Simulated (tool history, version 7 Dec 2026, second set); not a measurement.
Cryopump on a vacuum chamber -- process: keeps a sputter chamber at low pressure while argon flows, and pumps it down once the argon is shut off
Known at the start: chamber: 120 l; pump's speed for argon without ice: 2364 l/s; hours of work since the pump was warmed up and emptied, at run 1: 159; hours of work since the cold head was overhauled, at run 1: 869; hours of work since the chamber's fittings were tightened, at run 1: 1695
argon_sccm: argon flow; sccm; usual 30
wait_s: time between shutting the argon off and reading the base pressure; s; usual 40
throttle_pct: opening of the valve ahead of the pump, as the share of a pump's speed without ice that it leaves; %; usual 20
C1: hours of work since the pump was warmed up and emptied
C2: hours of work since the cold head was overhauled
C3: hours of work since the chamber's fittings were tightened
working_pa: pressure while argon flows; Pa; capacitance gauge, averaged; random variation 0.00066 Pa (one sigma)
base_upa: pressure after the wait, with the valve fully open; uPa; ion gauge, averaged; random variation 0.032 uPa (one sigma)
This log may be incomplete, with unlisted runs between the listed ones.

{"run": 1, "hour": 0.0, "argon_sccm": 30, "wait_s": 40, "throttle_pct": 20, "C1": 159, "C2": 869, "C3": 1695, "working_pa": 0.109, "base_upa": 1.93}
{"run": 2, "hour": 32.9, "argon_sccm": 30, "wait_s": 40, "throttle_pct": 20, "C1": 179, "C2": 890, "C3": 1715, "working_pa": 0.1091, "base_upa": 1.95}
{"run": 3, "hour": 67.2, "argon_sccm": 30, "wait_s": 40, "throttle_pct": 20, "C1": 201, "C2": 911, "C3": 1736, "working_pa": 0.1087, "base_upa": 1.96}
{"run": 4, "hour": 100.2, "argon_sccm": 30, "wait_s": 40, "throttle_pct": 20, "C1": 221, "C2": 931, "C3": 1757, "working_pa": 0.1098, "base_upa": 2}
{"run": 5, "hour": 132.6, "argon_sccm": 30, "wait_s": 40, "throttle_pct": 20, "C1": 241, "C2": 951, "C3": 1777, "working_pa": 0.1087, "base_upa": 1.96}
{"run": 6, "hour": 168.0, "argon_sccm": 30, "wait_s": 40, "throttle_pct": 20, "C1": 263, "C2": 973, "C3": 1799, "working_pa": 0.1101, "base_upa": 1.96}
{"run": 7, "hour": 220.2, "argon_sccm": 30, "wait_s": 40, "throttle_pct": 20, "C1": 295, "C2": 1005, "C3": 1831, "working_pa": 0.1112, "base_upa": 2.06}
{"run": 8, "hour": 264.9, "argon_sccm": 24, "wait_s": 23, "throttle_pct": 25, "C1": 323, "C2": 1033, "C3": 1858, "working_pa": 0.0721, "base_upa": 3.17}
{"run": 9, "hour": 302.5, "argon_sccm": 24, "wait_s": 23, "throttle_pct": 25, "C1": 346, "C2": 1056, "C3": 1882, "working_pa": 0.072, "base_upa": 3.17}
{"run": 10, "hour": 341.8, "argon_sccm": 12, "wait_s": 26, "throttle_pct": 24, "C1": 370, "C2": 1080, "C3": 1906, "working_pa": 0.0373, "base_upa": 2.93}
{"run": 11, "hour": 391.8, "argon_sccm": 59, "wait_s": 61, "throttle_pct": 41, "C1": 401, "C2": 1111, "C3": 1937, "working_pa": 0.1107, "base_upa": 1.48}

A few steps of working_pa between consecutive runs. Split each: what settings, incoming material and random variation would produce without the hidden state, and what is left over for the hidden state, along with gauge scatter present in only one of the two compared results (measured, and without hidden state):
The tool's hidden condition here consists of: pump's speed, % of a pump's without ice; cold plate's temperature, K; leak into the chamber, uPa l/s; drift of the gauge itself on working_pa, %; drift of the gauge itself on base_upa, %.
Run 10 -> 11: argon_sccm 12 -> 59, wait_s 26 -> 61, throttle_pct 24 -> 41. working_pa +0.0734 Pa: hidden state +0.0072, all else +0.0662.
